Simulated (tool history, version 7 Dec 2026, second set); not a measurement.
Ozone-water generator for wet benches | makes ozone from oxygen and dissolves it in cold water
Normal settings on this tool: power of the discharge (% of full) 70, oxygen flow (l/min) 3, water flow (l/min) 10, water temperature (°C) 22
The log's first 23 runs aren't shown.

run   hour  power of the discharge (% of full)  oxygen flow (l/min)  water flow (l/min)  water temperature (°C)  hours of work since the electrodes were changed  hours of work since the contactor was cleaned  hours of work since the thermometer was calibrated  dissolved ozone (ppm)  ozone in the gas ahead of the water (g/m3)
 24  684.1                                  42                    3                  10                      20                                             1448                                            867                                                2788                   16.3                                       145.6
 25    711                                  44                 4.33                  10                      20                                             1467                                            886                                                2807                   16.4                                       122.8
 26  747.5                                  44                 4.33                  10                      20                                             1492                                            911                                                2832                   16.2                                       123.8
 27  769.5                                  94                 4.21                  13                      25                                             1508                                            927                                                2848                   23.3                                       236.1
 28  791.4                                  53                 4.21                   8                      18                                             1523                                            942                                                2863                   23.3                                       146.8
 29    829                                  55                 2.98                  10                      22                                             1549                                            969                                                2889                   19.5                                         182
 30  861.4                                  55                 2.98                  10                      22                                             1572                                            991                                                2912                   19.6                                       181.1
 31  881.6                                  55                 2.13                   9                      22                                             1586                                           1005                                                2926                   21.3                                       217.7
 32  899.6                                  55                 2.13                   9                      22                                             1599                                           1018                                                2939                   21.7                                       219.2

5 options for the next run, each taken on its own from the tool as it stands now. Forecast them:
  A  943.7                                  55                 1.73                   9                      16                                             1630                                           1049                                                2970                      ?                                           ?
  B  943.7                                  71                 3.86                   9                      18                                             1630                                           1049                                                2970                      ?                                           ?
  C  943.7                                  55                 2.47                  16                      24                                             1630                                           1049                                                2970                      ?                                           ?
  D  943.7                                  70                    3                  11                      22                                             1630                                           1049                                                2970                      ?                                           ?
  E  943.7                                  70                 1.56                  10                      22                                             1630                                           1049                                                2970                      ?                                           ?

run  dissolved ozone (ppm)  ozone in the gas ahead of the water (g/m3)
  A                   22.9                                       242.2
  B                   27.4                                       196.5
  C                   12.6                                       201.9
  D                   22.1                                       223.5
  E                   23.3                                       315.3
Stripped of hidden state, with their random variation kept, the same runs would have yielded:
run  dissolved ozone (ppm)  ozone in the gas ahead of the water (g/m3)
  A                   22.9                                       242.2
  B                   27.5                                       196.6
  C                   12.6                                       201.9
  D                   22.1                                       223.6
  E                   23.3                                       315.4
